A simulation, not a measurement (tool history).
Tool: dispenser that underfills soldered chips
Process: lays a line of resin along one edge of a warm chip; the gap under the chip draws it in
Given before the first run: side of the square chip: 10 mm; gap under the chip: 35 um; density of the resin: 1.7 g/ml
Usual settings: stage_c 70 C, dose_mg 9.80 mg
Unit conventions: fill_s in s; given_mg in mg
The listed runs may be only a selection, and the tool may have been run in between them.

run	hour	stage_c	dose_mg	fill_s	given_mg
1	0.0	70	9.80	41.9	9.60
# hour 7.9: new syringe of resin
2	10.0	70	9.80	42.0	9.58
3	15.8	70	11.80	50.7	11.51
# hour 17.6: new syringe of resin
4	24.1	70	11.80	49.6	11.43
# hour 27.3: new syringe of resin
5	30.0	70	11.80	41.8	11.46
6	34.1	58	9.80	81.3	9.54
# hour 37.1: new syringe of resin
7	42.1	82	9.80	29.1	9.43
# hour 47.4: new syringe of resin
8	47.5	70	9.80	39.9	9.32
9	56.0	75	9.80	42.7	9.33
# hour 57.2: new syringe of resin
10	65.3	82	9.80	32.4	9.47
# hour 67.0: new syringe of resin
11	74.6	82	9.80	31.5	9.41
# hour 76.9: new syringe of resin
12	83.0	82	9.80	29.9	9.32
# hour 85.4: dispensing valve cleaned and set on the balance
# hour 88.2: new syringe of resin
13	92.9	82	9.80	28.8	9.74
# hour 98.0: new syringe of resin
14	101.9	70	8.98	45.3	8.88
# hour 107.8: new syringe of resin
15	108.5	70	8.98	40.3	8.83
16	116.0	66	9.80	62.6	9.73
# hour 117.7: new syringe of resin
17	122.0	70	9.80	45.1	9.77
# hour 127.8: new syringe of resin
18	129.6	74	12.59	35.3	12.47
19	134.7	75	9.63	40.9	9.43
# hour 137.6: new syringe of resin
20	144.5	75	9.63	41.6	9.42
# hour 147.8: new syringe of resin
21	150.2	75	9.80	36.0	9.59
22	156.4	75	9.80	43.3	9.58
# hour 157.8: new syringe of resin
23	165.6	68	11.37	55.5	10.96
# hour 167.6: new syringe of resin
24	175.6	68	11.37	56.1	10.93
# hour 177.5: new syringe of resin
25	181.3	60	9.89	68.5	9.55
# hour 187.6: new syringe of resin
26	188.5	82	9.96	25.8	9.63
# hour 197.3: new syringe of resin
27	198.0	61	11.58	60.1	11.06
# hour 207.1: new syringe of resin
28	208.3	61	10.28	59.9	9.90
29	215.0	61	10.28	74.6	9.74
# hour 217.0: new syringe of resin
# hour 218.7: dispensing valve cleaned and set on the balance
30	220.6	61	10.28	65.8	10.21
# hour 227.7: new syringe of resin
31	230.7	74	11.94	36.4	11.88
32	236.6	56	8.88	99.5	8.73
# hour 237.7: new syringe of resin
33	241.6	56	8.88	86.2	8.75
# hour 247.9: new syringe of resin
34	249.9	71	11.01	41.7	10.89

What if the next run were any one of these 3? Each begins from the tool's condition after run 34:
A	256.2	78	9.41	?	?
B	256.2	60	9.68	?	?
C	256.2	70	12.16	?	?

run	fill_s	given_mg
A	38.5	9.40
B	82.3	9.61
C	52.5	11.94
What these runs would have given with no unlogged condition in the tool:
run	fill_s	given_mg
A	25.3	9.54
B	53.4	9.75
C	34.3	12.11

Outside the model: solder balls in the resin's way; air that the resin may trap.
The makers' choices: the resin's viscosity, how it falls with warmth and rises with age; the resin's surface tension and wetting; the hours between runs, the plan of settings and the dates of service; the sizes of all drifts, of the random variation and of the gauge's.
